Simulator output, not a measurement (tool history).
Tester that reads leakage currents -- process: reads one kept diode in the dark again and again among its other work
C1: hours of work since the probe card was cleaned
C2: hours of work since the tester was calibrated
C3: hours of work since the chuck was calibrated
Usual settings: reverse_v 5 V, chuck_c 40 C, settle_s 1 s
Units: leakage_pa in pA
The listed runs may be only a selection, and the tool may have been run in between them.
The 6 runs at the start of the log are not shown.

run 7 hour=166.6 | reverse_v=3.02 chuck_c=40 settle_s=1 | C1=1130 C2=1393 C3=313 | leakage_pa=446.03
run 8 hour=197.5 | reverse_v=5 chuck_c=40 settle_s=2.26 | C1=1152 C2=1414 C3=334 | leakage_pa=594.15
run 9 hour=222.1 | reverse_v=5 chuck_c=30 settle_s=2.26 | C1=1169 C2=1432 C3=352 | leakage_pa=279.46
run 10 hour=254.1 | reverse_v=5 chuck_c=37 settle_s=1 | C1=1191 C2=1454 C3=374 | leakage_pa=474.43
run 11 hour=275.5 | reverse_v=5 chuck_c=37 settle_s=1 | C1=1206 C2=1468 C3=388 | leakage_pa=474.89
run 12 hour=314.8 | reverse_v=5 chuck_c=37 settle_s=1 | C1=1233 C2=1496 C3=416 | leakage_pa=475.23
run 13 hour=341.9 | reverse_v=5 chuck_c=37 settle_s=1 | C1=1252 C2=1514 C3=434 | leakage_pa=476.45
run 14 hour=380.7 | reverse_v=8.78 chuck_c=40 settle_s=1 | C1=1279 C2=1541 C3=461 | leakage_pa=811.59
run 15 hour=399.3 | reverse_v=5 chuck_c=40 settle_s=0.34 | C1=1291 C2=1554 C3=474 | leakage_pa=596.15
run 16 hour=424.8 | reverse_v=5 chuck_c=58 settle_s=0.46 | C1=1309 C2=1572 C3=492 | leakage_pa=2087.54
run 17 hour=461.1 | reverse_v=10.52 chuck_c=57 settle_s=1.48 | C1=1334 C2=1597 C3=517 | leakage_pa=2944.04
run 18 hour=500.4 | reverse_v=10.52 chuck_c=57 settle_s=1.48 | C1=1361 C2=1624 C3=544 | leakage_pa=2927.46
run 19 hour=521.5 | reverse_v=3.46 chuck_c=45 settle_s=1 | C1=1376 C2=1639 C3=559 | leakage_pa=687.81
run 20 hour=551 | reverse_v=3.46 chuck_c=45 settle_s=1 | C1=1396 C2=1659 C3=579 | leakage_pa=685.7
-- hour=556.7 chuck's temperature calibrated
run 21 hour=583.8 | reverse_v=2.01 chuck_c=45 settle_s=1 | C1=1418 C2=1680 C3=19 | leakage_pa=502.07
run 22 hour=616 | reverse_v=2.01 chuck_c=45 settle_s=0.38 | C1=1440 C2=1703 C3=41 | leakage_pa=499.19
-- hour=651.8 chuck's temperature calibrated, once more
run 23 hour=651.8 | reverse_v=1.6 chuck_c=40 settle_s=1 | C1=1463 C2=1726 C3=0 | leakage_pa=311.65
run 24 hour=668.8 | reverse_v=2.87 chuck_c=40 settle_s=9.38 | C1=1475 C2=1738 C3=12 | leakage_pa=430.28
run 25 hour=691.2 | reverse_v=15 chuck_c=40 settle_s=0.45 | C1=1491 C2=1753 C3=27 | leakage_pa=1109.2
run 26 hour=731.8 | reverse_v=15 chuck_c=40 settle_s=0.45 | C1=1519 C2=1781 C3=55 | leakage_pa=1105
run 27 hour=770.6 | reverse_v=19.04 chuck_c=36 settle_s=0.36 | C1=1546 C2=1808 C3=82 | leakage_pa=954.31
run 28 hour=797.3 | reverse_v=1.34 chuck_c=50 settle_s=0.36 | C1=1564 C2=1827 C3=101 | leakage_pa=574.84
run 29 hour=834.9 | reverse_v=1.55 chuck_c=40 settle_s=0.42 | C1=1590 C2=1853 C3=127 | leakage_pa=304
run 30 hour=864.4 | reverse_v=1.55 chuck_c=40 settle_s=0.42 | C1=1611 C2=1873 C3=147 | leakage_pa=305.32

Forecast each of these 3 alternatives for the next run:
run A hour=896.6 | reverse_v=3.23 chuck_c=38 settle_s=1.74 | C1=1633 C2=1896 C3=169 | leakage_pa=?
run B hour=896.6 | reverse_v=11.84 chuck_c=37 settle_s=6.53 | C1=1633 C2=1896 C3=169 | leakage_pa=?
run C hour=896.6 | reverse_v=1.55 chuck_c=38 settle_s=0.32 | C1=1633 C2=1896 C3=169 | leakage_pa=?

run=A leakage_pa=395.04
run=B leakage_pa=764.23
run=C leakage_pa=262.57
Take away the tool's hidden state, keep each run's random variation, and the runs would have read:
run=A leakage_pa=404.73
run=B leakage_pa=772.1
run=C leakage_pa=270.17

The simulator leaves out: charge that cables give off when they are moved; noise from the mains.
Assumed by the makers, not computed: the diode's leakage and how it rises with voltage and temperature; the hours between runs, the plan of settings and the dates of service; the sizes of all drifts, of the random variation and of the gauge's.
